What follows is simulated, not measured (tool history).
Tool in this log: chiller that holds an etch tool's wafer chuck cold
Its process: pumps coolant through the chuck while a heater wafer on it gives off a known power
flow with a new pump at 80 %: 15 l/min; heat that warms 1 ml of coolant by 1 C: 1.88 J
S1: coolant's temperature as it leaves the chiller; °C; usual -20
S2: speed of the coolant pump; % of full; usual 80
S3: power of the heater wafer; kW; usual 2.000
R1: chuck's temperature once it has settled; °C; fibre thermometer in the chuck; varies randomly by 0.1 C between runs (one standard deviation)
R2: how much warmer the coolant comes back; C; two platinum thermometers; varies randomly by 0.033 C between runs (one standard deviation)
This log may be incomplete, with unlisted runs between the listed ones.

run   hour   S1  S2     S3    R1    R2
  1    0.0  -20  80  2.000   1.9  4.44
  2   57.9  -20  70  2.000   4.2  5.15
  3  131.8  -20  70  2.000   4.3  5.08
  4  216.0  -20  70  2.000   4.1  5.06
  5  296.1  -20  70  2.000   4.0  5.14
  6  347.8  -20  66  2.818  15.3  7.73
  7  417.5  -13  80  1.896   8.0  4.19

Run 8 comes next. What will it give?
  8  464.7  -20  69  2.000   ?   ?

Run 8 yielded R1 4.4 °C, R2 5.16 C.
Had the tool carried no hidden state, the very same run would have given R1 2.5 °C, R2 4.94 C.

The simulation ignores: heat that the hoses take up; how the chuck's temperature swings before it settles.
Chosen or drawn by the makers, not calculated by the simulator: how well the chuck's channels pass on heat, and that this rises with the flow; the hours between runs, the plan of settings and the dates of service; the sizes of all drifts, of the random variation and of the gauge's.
